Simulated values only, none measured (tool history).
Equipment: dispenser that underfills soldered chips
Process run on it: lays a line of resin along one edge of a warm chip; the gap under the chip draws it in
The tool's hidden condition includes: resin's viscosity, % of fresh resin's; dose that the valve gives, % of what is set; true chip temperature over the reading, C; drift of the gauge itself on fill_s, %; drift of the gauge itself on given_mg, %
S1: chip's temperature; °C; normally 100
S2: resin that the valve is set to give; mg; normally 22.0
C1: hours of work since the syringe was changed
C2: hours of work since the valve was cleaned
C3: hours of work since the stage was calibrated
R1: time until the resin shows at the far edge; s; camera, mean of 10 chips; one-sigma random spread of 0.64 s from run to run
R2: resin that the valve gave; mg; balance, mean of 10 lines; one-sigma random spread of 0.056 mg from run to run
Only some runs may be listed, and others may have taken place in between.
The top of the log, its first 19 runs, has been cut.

| run | hour | S1 | S2 | C1 | C2 | C3 | R1 | R2 |
|---|---|---|---|---|---|---|---|---|
|  | 199.5 | new syringe of resin |
| 20 | 200.6 | 96 | 23.6 | 1 | 29 | 174 | 69.7 | 23.01 |
|  | 211.7 | new syringe of resin |
| 21 | 215.0 | 108 | 25.9 | 2 | 38 | 183 | 49.4 | 25.14 |
|  | 224.8 | new syringe of resin |
| 22 | 227.4 | 88 | 24.7 | 2 | 45 | 191 | 100.7 | 23.74 |
|  | 237.2 | new syringe of resin |
| 23 | 237.2 | 88 | 24.7 | 0 | 51 | 197 | 89.8 | 23.65 |
|  | 248.8 | dispensing valve cleaned and set on the balance |
| 24 | 249.5 | 100 | 22.0 | 7 | 0 | 204 | 94.6 | 21.94 |
|  | 250.8 | new syringe of resin |
|  | 263.5 | new syringe of resin |
| 25 | 264.4 | 100 | 20.1 | 1 | 9 | 212 | 62.3 | 19.93 |
| 26 | 272.7 | 100 | 20.1 | 6 | 14 | 218 | 89.2 | 19.91 |
|  | 275.7 | new syringe of resin |
| 27 | 285.6 | 86 | 24.1 | 6 | 22 | 225 | 151.1 | 23.66 |
|  | 288.1 | new syringe of resin |
|  | 300.3 | new syringe of resin |
| 28 | 300.3 | 95 | 27.0 | 0 | 31 | 234 | 68.7 | 26.34 |
| 29 | 311.6 | 88 | 20.8 | 7 | 38 | 241 | 153.3 | 20.13 |
|  | 312.6 | new syringe of resin |
|  | 325.1 | new syringe of resin |
| 30 | 325.1 | 88 | 20.8 | 0 | 46 | 249 | 96.6 | 19.94 |
|  | 337.4 | new syringe of resin |
| 31 | 337.4 | 92 | 22.0 | 0 | 53 | 257 | 80.7 | 20.93 |
|  | 344.2 | dispensing valve cleaned and set on the balance |
|  | 351.1 | new syringe of resin |
| 32 | 352.7 | 100 | 22.0 | 1 | 5 | 265 | 64.9 | 21.87 |
|  | 363.3 | new syringe of resin |
| 33 | 364.6 | 104 | 23.2 | 1 | 12 | 272 | 55.2 | 22.97 |
|  | 376.0 | new syringe of resin |
| 34 | 378.1 | 111 | 26.8 | 1 | 20 | 281 | 43.2 | 26.38 |

Each row is a separate what-if for the run after 34, all from the same tool condition, not one after another. Results?
| A | 386.1 | 103 | 21.9 | 6 | 25 | 286 | ? | ? |
| B | 386.1 | 111 | 22.2 | 6 | 25 | 286 | ? | ? |
| C | 386.1 | 109 | 27.0 | 6 | 25 | 286 | ? | ? |
| D | 386.1 | 86 | 23.5 | 6 | 25 | 286 | ? | ? |

| run | R1 | R2 |
|---|---|---|
| A | 82.9 | 21.41 |
| B | 63.1 | 21.80 |
| C | 66.0 | 26.40 |
| D | 155.2 | 23.19 |
With no hidden state in the tool, these same runs would have given:
| run | R1 | R2 |
|---|---|---|
| A | 51.0 | 21.86 |
| B | 38.7 | 22.26 |
| C | 40.8 | 26.96 |
| D | 95.0 | 23.67 |
